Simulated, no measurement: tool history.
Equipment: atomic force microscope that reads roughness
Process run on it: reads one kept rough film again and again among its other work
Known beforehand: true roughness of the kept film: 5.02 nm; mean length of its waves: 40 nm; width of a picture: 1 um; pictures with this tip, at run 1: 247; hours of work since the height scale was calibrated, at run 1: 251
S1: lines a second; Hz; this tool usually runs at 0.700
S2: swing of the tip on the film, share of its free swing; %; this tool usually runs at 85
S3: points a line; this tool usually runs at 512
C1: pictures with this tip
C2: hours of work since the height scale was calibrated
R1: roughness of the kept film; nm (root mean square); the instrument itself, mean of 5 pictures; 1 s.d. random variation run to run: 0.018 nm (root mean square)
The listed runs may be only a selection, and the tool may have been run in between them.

Run 1, hour 0.0: usual settings; C1 247; C2 251. Result: R1 3.589 nm (root mean square).
Run 2, hour 8.1: usual settings; C1 257; C2 256. Result: R1 3.577 nm (root mean square).
Run 3, hour 19.3: usual settings; C1 270; C2 264. Result: R1 3.575 nm (root mean square).
Run 4, hour 26.6: usual settings; C1 279; C2 268. Result: R1 3.554 nm (root mean square).
At hour 32.9: new tip fitted.
Run 5, hour 34.3: usual settings; C1 2; C2 273. Result: R1 4.281 nm (root mean square).
Run 6, hour 49.0: usual settings but S1 0.959 Hz; C1 19; C2 283. Result: R1 4.090 nm (root mean square).
Run 7, hour 59.9: usual settings but S1 0.959 Hz; C1 32; C2 290. Result: R1 4.042 nm (root mean square).
Run 8, hour 67.4: usual settings but S2 62 %; C1 41; C2 295. Result: R1 4.480 nm (root mean square).
Run 9, hour 74.0: usual settings but S3 486; C1 49; C2 299. Result: R1 4.183 nm (root mean square).
Run 10, hour 81.9: usual settings but S1 1.681 Hz, S3 1007; C1 59; C2 304. Result: R1 3.642 nm (root mean square).
Run 11, hour 95.1: usual settings but S2 70 %, S3 375; C1 75; C2 313. Result: R1 4.282 nm (root mean square).
Run 12, hour 109.5: usual settings but S2 70 %, S3 375; C1 92; C2 323. Result: R1 4.208 nm (root mean square).
Run 13, hour 118.5: usual settings but S1 2.724 Hz; C1 102; C2 328. Result: R1 3.127 nm (root mean square).
Run 14, hour 128.0: usual settings but S1 2.724 Hz; C1 114; C2 335. Result: R1 3.115 nm (root mean square).
Run 15, hour 136.8: usual settings but S1 2.748 Hz, S2 71 %, S3 313; C1 124; C2 340. Result: R1 3.597 nm (root mean square).
Run 16, hour 145.1: usual settings but S1 2.748 Hz, S2 71 %, S3 313; C1 134; C2 346. Result: R1 3.567 nm (root mean square).
Run 17, hour 153.8: usual settings but S1 2.748 Hz, S2 71 %, S3 313; C1 145; C2 352. Result: R1 3.597 nm (root mean square).

Same runs, no hidden state in the tool, same run-to-run variation:
Hidden conditions of the tool in this case: radius of the tip, nm; height scale over the true one, %; drift of the gauge itself on roughness_nm, %.
run     R1
  1  4.249
  2  4.260
  3  4.289
  4  4.285
  5  4.265
  6  4.125
  7  4.117
  8  4.593
  9  4.312
 10  3.782
 11  4.500
 12  4.480
 13  3.353
 14  3.366
 15  3.911
 16  3.907
 17  3.971
